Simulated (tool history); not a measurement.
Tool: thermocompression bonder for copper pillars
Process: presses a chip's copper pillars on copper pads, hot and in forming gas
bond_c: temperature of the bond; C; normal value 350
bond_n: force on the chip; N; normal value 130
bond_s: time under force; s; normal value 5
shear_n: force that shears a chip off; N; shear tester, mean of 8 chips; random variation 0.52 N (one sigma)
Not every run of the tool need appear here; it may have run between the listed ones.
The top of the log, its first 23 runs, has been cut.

run	hour	bond_c	bond_n	bond_s	shear_n
# hour 886.3: forming gas filter changed
24	907.9	349	98	5	42.3
25	965.4	332	84	9	38.8
26	1010.2	332	84	9	38.2
# hour 1039.0: heater calibrated with a thermocouple chip, once more
27	1044.2	332	91	9	42.6
28	1087.6	361	91	3	36.8
29	1119.6	361	91	3	37.0
30	1169.0	363	130	5	55.0
31	1212.4	350	152	14	69.9
32	1242.8	331	130	11	54.4
33	1295.6	369	130	3	48.8
# hour 1316.8: forming gas filter changed
34	1346.8	369	130	3	51.3
35	1401.0	369	130	3	51.8
36	1456.6	369	130	3	51.1
37	1492.5	369	130	3	50.8
38	1547.5	336	130	3	36.7
39	1572.1	342	126	5	45.9

Consider 3 possible next runs. They are alternatives, not a sequence: every one starts from the tool as it was left by run 39. What does each give?
A	1607.9	374	134	5	?
B	1607.9	329	165	3	?
C	1607.9	353	130	5	?

run	shear_n
A	60.3
B	40.1
C	51.0
Without the tool's hidden state the same runs would have given:
run	shear_n
A	66.5
B	45.5
C	57.0
